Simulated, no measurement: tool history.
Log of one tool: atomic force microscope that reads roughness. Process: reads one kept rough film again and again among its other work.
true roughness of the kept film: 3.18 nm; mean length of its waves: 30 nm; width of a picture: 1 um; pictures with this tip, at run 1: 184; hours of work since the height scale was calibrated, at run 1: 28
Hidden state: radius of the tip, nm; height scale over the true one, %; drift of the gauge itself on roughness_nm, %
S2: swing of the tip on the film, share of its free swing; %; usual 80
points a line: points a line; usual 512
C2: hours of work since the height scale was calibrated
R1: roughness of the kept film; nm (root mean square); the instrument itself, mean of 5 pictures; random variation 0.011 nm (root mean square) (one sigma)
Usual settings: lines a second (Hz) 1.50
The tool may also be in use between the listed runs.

{"run": 1, "hour": 0.0, "lines a second (Hz)": 1.5, "S2": 80, "points a line": 512, "pictures with this tip": 184, "C2": 28, "R1": 2.561}
{"run": 2, "hour": 22.2, "lines a second (Hz)": 1.5, "S2": 80, "points a line": 512, "pictures with this tip": 207, "C2": 39, "R1": 2.581}
{"run": 3, "hour": 47.4, "lines a second (Hz)": 1.5, "S2": 80, "points a line": 512, "pictures with this tip": 232, "C2": 50, "R1": 2.558}
{"run": 4, "hour": 67.2, "lines a second (Hz)": 1.5, "S2": 80, "points a line": 512, "pictures with this tip": 252, "C2": 59, "R1": 2.542}
{"hour": 83.5, "done": "new tip fitted"}
{"run": 5, "hour": 83.9, "lines a second (Hz)": 1.5, "S2": 80, "points a line": 512, "pictures with this tip": 0, "C2": 67, "R1": 2.58}
{"run": 6, "hour": 116.6, "lines a second (Hz)": 1.5, "S2": 80, "points a line": 512, "pictures with this tip": 33, "C2": 82, "R1": 2.584}
{"run": 7, "hour": 134.9, "lines a second (Hz)": 1.5, "S2": 80, "points a line": 494, "pictures with this tip": 51, "C2": 91, "R1": 2.553}
{"run": 8, "hour": 161.5, "lines a second (Hz)": 1.5, "S2": 80, "points a line": 494, "pictures with this tip": 78, "C2": 103, "R1": 2.571}
{"run": 9, "hour": 180.9, "lines a second (Hz)": 1.5, "S2": 80, "points a line": 494, "pictures with this tip": 97, "C2": 112, "R1": 2.578}
{"run": 10, "hour": 198.6, "lines a second (Hz)": 1.5, "S2": 73, "points a line": 512, "pictures with this tip": 115, "C2": 120, "R1": 2.669}
{"run": 11, "hour": 229.9, "lines a second (Hz)": 1.5, "S2": 68, "points a line": 512, "pictures with this tip": 147, "C2": 135, "R1": 2.768}
{"run": 12, "hour": 260.8, "lines a second (Hz)": 1.5, "S2": 80, "points a line": 512, "pictures with this tip": 178, "C2": 149, "R1": 2.577}
{"run": 13, "hour": 277.0, "lines a second (Hz)": 1.5, "S2": 80, "points a line": 512, "pictures with this tip": 194, "C2": 156, "R1": 2.559}
{"run": 14, "hour": 295.4, "lines a second (Hz)": 1.5, "S2": 80, "points a line": 332, "pictures with this tip": 212, "C2": 165, "R1": 2.557}
{"run": 15, "hour": 326.3, "lines a second (Hz)": 1.5, "S2": 59, "points a line": 512, "pictures with this tip": 243, "C2": 179, "R1": 2.839}
{"run": 16, "hour": 348.4, "lines a second (Hz)": 1.5, "S2": 59, "points a line": 512, "pictures with this tip": 266, "C2": 189, "R1": 2.809}
{"hour": 351.7, "done": "new tip fitted"}
{"run": 17, "hour": 379.3, "lines a second (Hz)": 1.5, "S2": 59, "points a line": 291, "pictures with this tip": 28, "C2": 203, "R1": 2.808}
{"run": 18, "hour": 394.5, "lines a second (Hz)": 1.5, "S2": 59, "points a line": 291, "pictures with this tip": 43, "C2": 210, "R1": 2.808}
{"run": 19, "hour": 413.1, "lines a second (Hz)": 1.5, "S2": 80, "points a line": 512, "pictures with this tip": 62, "C2": 219, "R1": 2.585}
{"run": 20, "hour": 443.8, "lines a second (Hz)": 1.5, "S2": 80, "points a line": 512, "pictures with this tip": 93, "C2": 233, "R1": 2.555}
{"run": 21, "hour": 475.4, "lines a second (Hz)": 1.5, "S2": 80, "points a line": 512, "pictures with this tip": 125, "C2": 248, "R1": 2.569}
{"run": 22, "hour": 509.6, "lines a second (Hz)": 1.5, "S2": 67, "points a line": 512, "pictures with this tip": 159, "C2": 264, "R1": 2.747}
{"run": 23, "hour": 524.6, "lines a second (Hz)": 1.64, "S2": 80, "points a line": 512, "pictures with this tip": 174, "C2": 271, "R1": 2.544}
{"run": 24, "hour": 554.9, "lines a second (Hz)": 1.64, "S2": 80, "points a line": 512, "pictures with this tip": 204, "C2": 285, "R1": 2.53}
{"run": 25, "hour": 578.5, "lines a second (Hz)": 1.64, "S2": 80, "points a line": 512, "pictures with this tip": 228, "C2": 296, "R1": 2.522}
{"run": 26, "hour": 600.0, "lines a second (Hz)": 1.64, "S2": 80, "points a line": 512, "pictures with this tip": 250, "C2": 306, "R1": 2.519}
{"hour": 617.8, "done": "new tip fitted"}
{"run": 27, "hour": 617.8, "lines a second (Hz)": 1.5, "S2": 80, "points a line": 512, "pictures with this tip": 0, "C2": 314, "R1": 2.56}
{"run": 28, "hour": 635.3, "lines a second (Hz)": 3.43, "S2": 56, "points a line": 512, "pictures with this tip": 18, "C2": 322, "R1": 2.729}
{"run": 29, "hour": 649.7, "lines a second (Hz)": 3.43, "S2": 56, "points a line": 512, "pictures with this tip": 32, "C2": 328, "R1": 2.718}
{"run": 30, "hour": 684.1, "lines a second (Hz)": 3.43, "S2": 56, "points a line": 893, "pictures with this tip": 67, "C2": 344, "R1": 2.736}
{"run": 31, "hour": 700.4, "lines a second (Hz)": 0.86, "S2": 72, "points a line": 512, "pictures with this tip": 83, "C2": 352, "R1": 2.785}
{"run": 32, "hour": 722.6, "lines a second (Hz)": 0.86, "S2": 72, "points a line": 512, "pictures with this tip": 105, "C2": 362, "R1": 2.789}
{"run": 33, "hour": 751.7, "lines a second (Hz)": 1.51, "S2": 74, "points a line": 354, "pictures with this tip": 134, "C2": 376, "R1": 2.644}
{"run": 34, "hour": 780.8, "lines a second (Hz)": 0.9, "S2": 59, "points a line": 512, "pictures with this tip": 164, "C2": 389, "R1": 2.879}
{"run": 35, "hour": 800.8, "lines a second (Hz)": 3.96, "S2": 80, "points a line": 326, "pictures with this tip": 184, "C2": 398, "R1": 2.099}
{"run": 36, "hour": 822.8, "lines a second (Hz)": 3.28, "S2": 85, "points a line": 358, "pictures with this tip": 206, "C2": 409, "R1": 2.054}
{"run": 37, "hour": 853.6, "lines a second (Hz)": 3.28, "S2": 85, "points a line": 890, "pictures with this tip": 237, "C2": 423, "R1": 2.077}
{"run": 38, "hour": 879.7, "lines a second (Hz)": 1.54, "S2": 57, "points a line": 901, "pictures with this tip": 263, "C2": 435, "R1": 2.847}
{"hour": 884.5, "done": "new tip fitted"}
{"run": 39, "hour": 906.7, "lines a second (Hz)": 1.54, "S2": 57, "points a line": 901, "pictures with this tip": 23, "C2": 447, "R1": 2.83}
{"run": 40, "hour": 940.7, "lines a second (Hz)": 1.27, "S2": 57, "points a line": 475, "pictures with this tip": 57, "C2": 463, "R1": 2.866}
{"run": 41, "hour": 967.6, "lines a second (Hz)": 1.5, "S2": 56, "points a line": 512, "pictures with this tip": 84, "C2": 475, "R1": 2.833}
{"run": 42, "hour": 995.3, "lines a second (Hz)": 1.52, "S2": 61, "points a line": 734, "pictures with this tip": 111, "C2": 488, "R1": 2.815}
{"run": 43, "hour": 1012.1, "lines a second (Hz)": 1.21, "S2": 80, "points a line": 302, "pictures with this tip": 128, "C2": 496, "R1": 2.62}
{"run": 44, "hour": 1032.8, "lines a second (Hz)": 1.5, "S2": 80, "points a line": 765, "pictures with this tip": 149, "C2": 506, "R1": 2.574}
{"run": 45, "hour": 1057.2, "lines a second (Hz)": 2.67, "S2": 74, "points a line": 565, "pictures with this tip": 174, "C2": 517, "R1": 2.451}
{"run": 46, "hour": 1086.6, "lines a second (Hz)": 2.67, "S2": 74, "points a line": 741, "pictures with this tip": 203, "C2": 531, "R1": 2.469}
{"run": 47, "hour": 1116.3, "lines a second (Hz)": 3.6, "S2": 65, "points a line": 722, "pictures with this tip": 233, "C2": 544, "R1": 2.564}
{"run": 48, "hour": 1142.5, "lines a second (Hz)": 2.9, "S2": 57, "points a line": 722, "pictures with this tip": 259, "C2": 556, "R1": 2.753}
{"hour": 1152.5, "done": "new tip fitted"}
{"run": 49, "hour": 1174.3, "lines a second (Hz)": 2.9, "S2": 57, "points a line": 722, "pictures with this tip": 22, "C2": 571, "R1": 2.761}
{"run": 50, "hour": 1199.3, "lines a second (Hz)": 1.41, "S2": 80, "points a line": 311, "pictures with this tip": 47, "C2": 582, "R1": 2.57}
{"run": 51, "hour": 1220.5, "lines a second (Hz)": 2.02, "S2": 64, "points a line": 342, "pictures with this tip": 68, "C2": 592, "R1": 2.709}
{"run": 52, "hour": 1253.7, "lines a second (Hz)": 2.02, "S2": 60, "points a line": 973, "pictures with this tip": 101, "C2": 608, "R1": 2.785}
{"run": 53, "hour": 1271.3, "lines a second (Hz)": 1.5, "S2": 82, "points a line": 359, "pictures with this tip": 119, "C2": 616, "R1": 2.517}

Forecast each of these 3 alternatives for the next run:
{"run": "A", "hour": 1295.5, "lines a second (Hz)": 0.68, "S2": 58, "points a line": 512, "pictures with this tip": 143, "C2": 627, "R1": "?"}
{"run": "B", "hour": 1295.5, "lines a second (Hz)": 2.11, "S2": 80, "points a line": 367, "pictures with this tip": 143, "C2": 627, "R1": "?"}
{"run": "C", "hour": 1295.5, "lines a second (Hz)": 3.48, "S2": 70, "points a line": 359, "pictures with this tip": 143, "C2": 627, "R1": "?"}

run=A R1=2.916
run=B R1=2.415
run=C R1=2.430
Without the tool's hidden state the same runs would have given:
run=A R1=2.921
run=B R1=2.419
run=C R1=2.434
